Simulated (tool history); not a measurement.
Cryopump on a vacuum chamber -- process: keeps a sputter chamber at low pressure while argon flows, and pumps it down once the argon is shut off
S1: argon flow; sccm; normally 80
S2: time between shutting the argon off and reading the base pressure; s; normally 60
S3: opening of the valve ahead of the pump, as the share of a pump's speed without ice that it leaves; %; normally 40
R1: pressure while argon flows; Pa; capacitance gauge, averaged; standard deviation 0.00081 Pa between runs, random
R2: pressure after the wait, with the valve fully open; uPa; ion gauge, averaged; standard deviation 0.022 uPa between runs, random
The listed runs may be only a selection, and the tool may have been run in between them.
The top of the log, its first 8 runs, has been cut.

run,hour,S1,S2,S3,R1,R2
9,491.9,80,60,36,0.2297,0.63
10,551.9,80,60,40,0.206,0.63
11,634.9,80,60,40,0.2083,0.64
12,702.7,80,60,40,0.2096,0.64
13,774.9,80,60,40,0.2118,0.64
14,840.5,80,60,40,0.2113,0.71
15,889.6,80,60,40,0.2119,0.69
16,928.4,80,60,17,0.4828,0.7
17,971.2,80,60,17,0.485,0.73
18,1031.1,128,98,17,0.784,0.57
# hour 1065.7: pump warmed up, emptied and cooled again
19,1121.1,57,60,59,0.0985,0.68
20,1186.4,69,31,40,0.1766,1.05
21,1223.7,119,31,45,0.271,1.03
22,1306.8,86,60,41,0.2161,0.7
23,1384.1,53,60,40,0.1379,0.72
24,1432.9,80,36,23,0.3571,0.9
25,1486,83,21,18,0.4712,1.45
26,1547,83,45,21,0.4077,0.81
27,1583.3,129,58,23,0.5801,0.74
28,1627.2,129,92,49,0.2796,0.59
29,1707.1,51,144,33,0.1618,0.51
30,1745.9,95,144,53,0.1929,0.56
31,1809.6,39,48,37,0.111,0.88
32,1854.5,114,60,30,0.4,0.77
33,1932.7,64,79,25,0.2696,0.72

Predict each of these 4 candidate next runs independently; none follows another, all start after run 33:
# hour 1955.3: pump warmed up, emptied and cooled again
A,2022.1,64,97,26,?,?
# hour 1955.3: pump warmed up, emptied and cooled again
B,2022.1,48,79,58,?,?
# hour 1955.3: pump warmed up, emptied and cooled again
C,2022.1,101,79,24,?,?
# hour 1955.3: pump warmed up, emptied and cooled again
D,2022.1,80,245,44,?,?

run,R1,R2
A,0.2498,0.59
B,0.0851,0.68
C,0.4259,0.66
D,0.1854,0.47
Take away the tool's hidden state, keep each run's random variation, and the runs would have read:
run,R1,R2
A,0.2482,0.39
B,0.0839,0.47
C,0.4234,0.46
D,0.1834,0.27
